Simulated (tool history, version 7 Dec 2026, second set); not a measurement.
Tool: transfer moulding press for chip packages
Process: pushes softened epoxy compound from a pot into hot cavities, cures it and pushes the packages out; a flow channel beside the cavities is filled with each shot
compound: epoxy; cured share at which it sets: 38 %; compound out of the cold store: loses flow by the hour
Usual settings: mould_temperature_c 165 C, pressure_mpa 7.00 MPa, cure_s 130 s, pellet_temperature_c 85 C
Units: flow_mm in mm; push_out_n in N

| run | hour | mould_temperature_c | pressure_mpa | cure_s | pellet_temperature_c | incoming compound's hours out of the cold store | flow_mm | push_out_n |
|---|---|---|---|---|---|---|---|---|
| 1 | 0.0 | 165 | 7.00 | 130 | 85 | 16.1 | 658 | 343 |
| 2 | 66.1 | 165 | 7.00 | 130 | 82 | 42.6 | 612 | 460 |
|  | 85.4 | cavities cleaned with cleaning compound and waxed |
| 3 | 118.5 | 165 | 7.00 | 130 | 82 | 37.4 | 616 | 349 |
|  | 194.5 | cavities cleaned with cleaning compound and waxed |
| 4 | 195.9 | 165 | 7.00 | 130 | 82 | 40.0 | 596 | 243 |
| 5 | 250.9 | 165 | 7.00 | 130 | 85 | 40.5 | 592 | 414 |
|  | 302.5 | cavities cleaned with cleaning compound and waxed |
| 6 | 323.7 | 165 | 7.00 | 130 | 85 | 28.0 | 610 | 299 |
| 7 | 405.7 | 165 | 7.00 | 130 | 85 | 18.4 | 613 | 471 |
|  | 415.2 | cavities cleaned with cleaning compound and waxed |
|  | 425.6 | plunger's sealing rings changed |
| 8 | 482.0 | 165 | 7.00 | 130 | 85 | 34.4 | 649 | 411 |
|  | 528.8 | cavities cleaned with cleaning compound and waxed |
| 9 | 534.7 | 165 | 7.00 | 130 | 84 | 29.3 | 660 | 250 |
| 10 | 605.3 | 165 | 7.00 | 130 | 84 | 26.3 | 654 | 429 |
|  | 634.8 | cavities cleaned with cleaning compound and waxed |
| 11 | 660.8 | 165 | 6.41 | 130 | 85 | 38.3 | 607 | 318 |
| 12 | 703.0 | 165 | 6.41 | 161 | 85 | 11.7 | 638 | 404 |
|  | 745.6 | cavities cleaned with cleaning compound and waxed |
| 13 | 746.5 | 165 | 7.68 | 130 | 85 | 42.0 | 639 | 237 |
| 14 | 803.3 | 165 | 7.68 | 130 | 85 | 40.1 | 646 | 402 |
|  | 851.6 | cavities cleaned with cleaning compound and waxed |
| 15 | 851.6 | 163 | 8.80 | 116 | 85 | 35.0 | 713 | 288 |
| 16 | 912.8 | 165 | 8.35 | 119 | 85 | 31.5 | 685 | 428 |
| 17 | 955.1 | 165 | 6.35 | 130 | 85 | 44.4 | 577 | 477 |
|  | 963.6 | cavities cleaned with cleaning compound and waxed |
| 18 | 1013.5 | 171 | 6.24 | 162 | 90 | 21.6 | 563 | 354 |
| 19 | 1066.7 | 173 | 5.96 | 130 | 85 | 20.8 | 546 | 424 |
|  | 1072.2 | cavities cleaned with cleaning compound and waxed |
| 20 | 1150.1 | 168 | 8.40 | 111 | 75 | 28.1 | 656 | 445 |
|  | 1183.3 | cavities cleaned with cleaning compound and waxed |
|  | 1210.6 | mould's thermocouples calibrated |
| 21 | 1230.4 | 172 | 7.00 | 117 | 85 | 13.4 | 596 | 348 |
|  | 1251.5 | plunger's sealing rings changed |
| 22 | 1283.5 | 162 | 5.35 | 156 | 79 | 27.3 | 599 | 441 |
|  | 1297.5 | cavities cleaned with cleaning compound and waxed |
| 23 | 1339.8 | 171 | 5.56 | 130 | 76 | 27.6 | 566 | 348 |

Run 24 comes next. What will it give?
| 24 | 1398.2 | 166 | 7.36 | 158 | 88 | 16.6 | ? | ? |

flow_mm: 686 mm
push_out_n: 426 N
Without the tool's hidden state the same run would have given flow_mm 701 mm, push_out_n 212 N.

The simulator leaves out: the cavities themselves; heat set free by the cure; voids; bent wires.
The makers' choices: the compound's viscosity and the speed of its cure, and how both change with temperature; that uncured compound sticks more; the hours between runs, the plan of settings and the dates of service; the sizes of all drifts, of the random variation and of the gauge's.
